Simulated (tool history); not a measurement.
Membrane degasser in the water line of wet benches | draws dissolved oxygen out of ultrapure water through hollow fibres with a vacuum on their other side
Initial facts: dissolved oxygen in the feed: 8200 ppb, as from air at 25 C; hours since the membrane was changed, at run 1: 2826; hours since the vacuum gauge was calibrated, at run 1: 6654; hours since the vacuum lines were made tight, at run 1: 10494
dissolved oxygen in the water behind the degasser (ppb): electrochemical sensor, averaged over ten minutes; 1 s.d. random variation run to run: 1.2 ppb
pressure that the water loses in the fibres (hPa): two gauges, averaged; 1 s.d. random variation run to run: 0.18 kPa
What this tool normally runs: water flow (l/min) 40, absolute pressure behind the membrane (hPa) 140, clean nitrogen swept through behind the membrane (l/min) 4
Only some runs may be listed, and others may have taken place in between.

run	hour	water flow (l/min)	absolute pressure behind the membrane (hPa)	clean nitrogen swept through behind the membrane (l/min)	hours since the membrane was changed	hours since the vacuum gauge was calibrated	hours since the vacuum lines were made tight	dissolved oxygen in the water behind the degasser (ppb)	pressure that the water loses in the fibres (hPa)
1	0	40	140	4	2826	6654	10494	315.6	578
# hour 48.4: vacuum gauge calibrated
2	206.9	40	140	4	3033	158	10700	311.7	577.3
3	357.2	40	140	4	3183	309	10850	313.9	578.9
4	586.5	40	140	4	3412	538	11080	315.3	579.6
5	824.7	40	140	4	3651	776	11318	314.8	575
6	1065.5	40	140	4	3891	1017	11559	314.9	577.6
7	1213.4	40	140	4	4039	1165	11707	313	580.1
8	1344.9	40	140	4	4171	1296	11838	312.7	576.2
9	1473.4	40	140	4	4299	1425	11967	314.5	577
10	1730.2	40	140	4	4556	1682	12223	316.2	575.3
11	1848.4	40	140	8.96	4674	1800	12342	182.3	579.7
12	1974	45	140	4	4800	1926	12467	362	655.1
13	2158.6	45	140	4	4984	2110	12652	364.8	650.9
14	2294.5	40	193	4	5120	2246	12788	433.7	584.4
15	2440.8	40	193	4	5267	2392	12934	432.5	579.5
16	2642.8	45	193	4	5469	2594	13136	495.1	654.3
17	2803.6	48	140	6.84	5629	2755	13297	281.2	698.4
18	3052	48	134	11.39	5878	3004	13545	206.5	700.5
19	3311.4	31	85	5.29	6137	3263	13805	111.1	447.6
20	3450.9	28	304	3	6277	3402	13944	598.1	408.6
21	3677.5	31	304	1.88	6503	3629	14171	952.5	450.9
22	3836.9	49	140	2.66	6663	3788	14330	533.9	718.6
23	3980.7	56	132	9.19	6806	3932	14474	286.5	820.9
24	4135.9	37	90	2.67	6962	4087	14629	241	538.6
25	4337.2	37	90	2.67	7163	4289	14830	243.1	540.5
26	4591	51	90	2.67	7417	4543	15084	364.1	748.5
27	4774.5	51	90	2.67	7600	4726	15268	362.7	743.4
28	4902.8	27	86	2.17	7729	4854	15396	183.9	395
29	5066.6	26	224	6.67	7892	5018	15560	205.5	381.2
30	5240.7	55	97	2.93	8066	5192	15734	407.2	803.2
31	5405.8	47	181	2.93	8232	5357	15899	613.8	690.1
32	5568.4	40	176	4	8394	5520	16062	399.6	586.4

Hidden condition of the tool, last listed run before each entry between runs versus first listed run after:
From run 1 to run 2: vacuum gauge calibrated (hour 48.4)
  membrane still open, %: 99.2 -> 99.1; true pressure behind the membrane over the reading, kPa: 0.17 -> 0.06; air that leaks in behind the membrane, l/min: 0.0165 -> 0.0168
  difference, measured minus the result without the unlogged condition, dissolved oxygen in the water behind the degasser (ppb): +8.3 -> +5.9; pressure that the water loses in the fibres (hPa): +4.6 -> +5

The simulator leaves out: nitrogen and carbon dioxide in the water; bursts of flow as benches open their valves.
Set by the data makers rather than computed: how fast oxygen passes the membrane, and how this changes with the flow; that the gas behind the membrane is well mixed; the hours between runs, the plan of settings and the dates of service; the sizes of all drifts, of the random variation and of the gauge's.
